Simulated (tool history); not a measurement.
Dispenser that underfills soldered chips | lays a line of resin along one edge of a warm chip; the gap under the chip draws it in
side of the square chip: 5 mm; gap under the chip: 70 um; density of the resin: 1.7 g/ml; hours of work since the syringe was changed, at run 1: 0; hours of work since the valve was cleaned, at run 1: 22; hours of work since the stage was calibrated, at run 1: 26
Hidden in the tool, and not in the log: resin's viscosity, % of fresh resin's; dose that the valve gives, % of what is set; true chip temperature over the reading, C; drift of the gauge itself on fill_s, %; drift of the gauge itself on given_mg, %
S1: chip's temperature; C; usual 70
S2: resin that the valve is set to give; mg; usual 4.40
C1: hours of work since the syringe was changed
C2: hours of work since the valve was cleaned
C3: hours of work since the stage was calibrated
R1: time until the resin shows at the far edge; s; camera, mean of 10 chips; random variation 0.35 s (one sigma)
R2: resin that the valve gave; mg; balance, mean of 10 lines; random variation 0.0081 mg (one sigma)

run	hour	S1	S2	C1	C2	C3	R1	R2
1	0.0	70	4.40	0	22	26	17.5	4.340
2	6.2	78	4.40	5	27	31	18.3	4.366
3	12.4	70	5.02	10	32	36	35.9	4.945
# hour 14.2: new syringe of resin
4	18.3	58	5.02	3	36	41	36.9	4.940
5	23.3	58	5.02	7	40	44	48.6	4.926
6	27.7	62	5.02	11	44	48	51.8	4.928
# hour 28.9: new syringe of resin
7	33.7	62	5.02	4	48	52	32.7	4.916
8	38.1	62	5.02	7	52	56	39.9	4.920
9	41.1	62	5.02	10	54	58	49.2	4.915
# hour 43.6: new syringe of resin
10	46.3	62	5.02	2	58	62	28.1	4.908
11	51.6	67	3.79	6	62	66	34.3	3.696
12	54.7	67	3.79	9	64	68	38.4	3.702
# hour 58.4: new syringe of resin
13	60.7	67	3.79	2	69	73	23.7	3.683
14	65.1	67	3.79	5	72	76	30.5	3.682
15	68.3	69	4.58	8	75	79	32.1	4.457
16	71.8	69	4.58	10	77	82	39.4	4.462
# hour 73.0: new syringe of resin
17	75.6	58	4.58	2	80	84	34.1	4.433
18	79.6	58	4.35	5	83	87	44.2	4.210
19	84.7	58	4.35	9	87	91	58.2	4.206

Hidden state or all else? Some run-to-run changes of R1, split into what the settings, what came in and random variation would give without the hidden state, and what is left for the hidden state (with any gauge scatter that isn't in both results):
Run 9 -> 10: new syringe of resin. R1 -21.1 s: hidden state -20.9, all else -0.2.
